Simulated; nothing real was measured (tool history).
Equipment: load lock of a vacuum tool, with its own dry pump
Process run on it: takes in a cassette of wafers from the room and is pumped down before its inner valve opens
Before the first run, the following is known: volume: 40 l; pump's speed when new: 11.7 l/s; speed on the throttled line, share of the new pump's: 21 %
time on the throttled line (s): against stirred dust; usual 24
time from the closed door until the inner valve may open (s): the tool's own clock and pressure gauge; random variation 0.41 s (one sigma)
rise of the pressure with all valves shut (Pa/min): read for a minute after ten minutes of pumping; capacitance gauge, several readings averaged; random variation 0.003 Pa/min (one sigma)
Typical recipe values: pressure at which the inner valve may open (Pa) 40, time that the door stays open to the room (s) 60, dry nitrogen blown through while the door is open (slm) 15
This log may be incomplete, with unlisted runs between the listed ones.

run	hour	time on the throttled line (s)	pressure at which the inner valve may open (Pa)	time that the door stays open to the room (s)	dry nitrogen blown through while the door is open (slm)	incoming humidity of the room's air, %	time from the closed door until the inner valve may open (s)	rise of the pressure with all valves shut (Pa/min)
1	0	24	40	60	15	44.1	46.4	0.02
2	99.9	24	40	60	15	47.4	45.2	0.026
3	198.6	24	40	60	15	45.3	46.2	0.024
4	270.2	24	40	60	15	43.3	45.5	0.021
5	353.5	24	40	60	5	48.3	45.9	0.033
6	470.6	24	40	60	5	45.4	46.2	0.031
7	625.2	24	40	60	5	46.9	45.4	0.028
8	757	24	40	37	15	48.3	46.5	0.018
9	829.7	24	40	37	15	46.9	45.4	0.02
10	918.9	24	40	37	15	44	45.4	0.016
11	1044.7	24	40	60	15	46.4	46.4	0.024
12	1175.4	24	40	60	15	44.7	46.4	0.024
13	1333.4	24	40	60	15	42.5	46	0.023
14	1477.4	24	40	60	15	43.1	46	0.018
15	1597.7	24	40	60	15	43.8	46.7	0.019
16	1706.1	24	40	60	4	44.5	45.7	0.031
17	1795.7	24	34	57	10	46.9	46.1	0.026
18	1875.1	24	34	57	10	45	46.7	0.03
19	1955.9	22	40	231	15	41.5	44.9	0.047
20	2052	37	40	231	15	46.1	55.8	0.047
21	2205.6	37	40	231	15	46.8	56.3	0.05
22	2285.8	35	32	192	41	44.6	54.6	0.023
23	2436.7	24	40	119	39	47	45.9	0.02
24	2545	24	53	187	19	43	44.8	0.036
25	2669	24	53	187	19	42.5	45	0.034
26	2794.1	24	53	184	19	44	45.6	0.03
27	2866.8	22	40	54	15	42.1	44.1	0.012
28	2998.1	22	40	54	15	41.7	44.3	0.018
29	3121	27	59	89	23	46.2	47.2	0.03

Forecast each of these 4 alternatives for the next run:
A	3260.9	24	33	60	15	44.4	?	?
B	3260.9	46	59	89	23	44	?	?
C	3260.9	37	40	201	28	43.4	?	?
D	3260.9	24	43	46	15	45.5	?	?

run	time from the closed door until the inner valve may open (s)	rise of the pressure with all valves shut (Pa/min)
A	46.8	0.02
B	62.7	0.02
C	56.4	0.033
D	46.1	0.023
Without the tool's unlogged condition, the same runs would have read:
run	time from the closed door until the inner valve may open (s)	rise of the pressure with all valves shut (Pa/min)
A	46.8	0.019
B	62.6	0.019
C	56.4	0.032
D	46	0.022

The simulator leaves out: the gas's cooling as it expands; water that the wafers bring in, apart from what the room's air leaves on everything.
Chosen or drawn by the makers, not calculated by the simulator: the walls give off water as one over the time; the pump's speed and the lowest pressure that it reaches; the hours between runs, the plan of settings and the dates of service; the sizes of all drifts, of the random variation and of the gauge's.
